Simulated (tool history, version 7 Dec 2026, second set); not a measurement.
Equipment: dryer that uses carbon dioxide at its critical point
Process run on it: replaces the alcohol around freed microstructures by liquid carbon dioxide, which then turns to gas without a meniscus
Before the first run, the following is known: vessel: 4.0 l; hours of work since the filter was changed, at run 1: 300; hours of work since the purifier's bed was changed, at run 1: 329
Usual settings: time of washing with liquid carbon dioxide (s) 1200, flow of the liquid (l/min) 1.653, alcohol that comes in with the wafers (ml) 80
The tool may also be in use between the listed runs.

run   hour  time of washing with liquid carbon dioxide (s)  flow of the liquid (l/min)  alcohol that comes in with the wafers (ml)  hours of work since the filter was changed  hours of work since the purifier's bed was changed  alcohol left in the vessel before it's heated (ppm by volume)
  1      0                                            1200                       1.653                                          80                                         300                                                 329                                                             71
  2   13.9                                            1200                       1.653                                          80                                         311                                                 340                                                             75
  3   26.3                                            1200                       1.653                                          80                                         321                                                 350                                                             78
  4     38                                            1200                       1.653                                          80                                         330                                                 359                                                             84
  5   54.4                                            1200                       1.653                                          22                                         342                                                 371                                                             72
  6   64.1                                            1200                       1.653                                          22                                         350                                                 379                                                             64
  7   72.3                                            1200                       1.653                                          22                                         356                                                 385                                                             79
  8   85.9                                            1200                       1.653                                          22                                         367                                                 396                                                             62
  9  104.1                                            1200                       1.653                                          22                                         381                                                 410                                                             82
 10  121.1                                            1200                       1.653                                          22                                         394                                                 423                                                             67
 11  135.2                                            1200                       1.653                                          80                                         405                                                 434                                                            100
 12  151.5                                             840                       1.653                                          80                                         417                                                 447                                                            243
 13  160.5                                             840                       1.653                                          80                                         424                                                 454                                                            239
 14  176.8                                             840                       1.653                                          80                                         437                                                 466                                                            246
 15  185.7                                            1200                       1.653                                          56                                         444                                                 473                                                             95
 16  202.1                                            1260                       1.653                                          60                                         457                                                 486                                                             95
 17  216.2                                            1260                       1.653                                          60                                         468                                                 497                                                             93
 18  232.6                                            1260                       1.653                                          60                                         480                                                 509                                                            114
 19  249.2                                            1260                        1.01                                          31                                         493                                                 522                                                            203
     258.5  -- inlet filter changed
 20  259.1                                            1260                        1.01                                          31                                           0                                                 529                                                            152
 21  270.5                                            1260                        2.12                                          35                                           9                                                 538                                                             92
 22    279                                            1200                        1.22                                          61                                          16                                                 544                                                            140
 23  292.7                                            1200                        1.22                                          83                                          26                                                 555                                                            158

3 ways to go on from here, each from the tool as it stands after run 23. What would each give?
  A  303.1                                            1080                       1.653                                          33                                          34                                                 563                                                              ?
  B  303.1                                             780                       1.653                                          80                                          34                                                 563                                                              ?
  C  303.1                                            1200                       1.653                                          58                                          34                                                 563                                                              ?

run  alcohol left in the vessel before it's heated (ppm by volume)
  A                                                             97
  B                                                            221
  C                                                             99
Without the tool's unlogged condition, the same runs would have read:
run  alcohol left in the vessel before it's heated (ppm by volume)
  A                                                              7
  B                                                            125
  C                                                              9

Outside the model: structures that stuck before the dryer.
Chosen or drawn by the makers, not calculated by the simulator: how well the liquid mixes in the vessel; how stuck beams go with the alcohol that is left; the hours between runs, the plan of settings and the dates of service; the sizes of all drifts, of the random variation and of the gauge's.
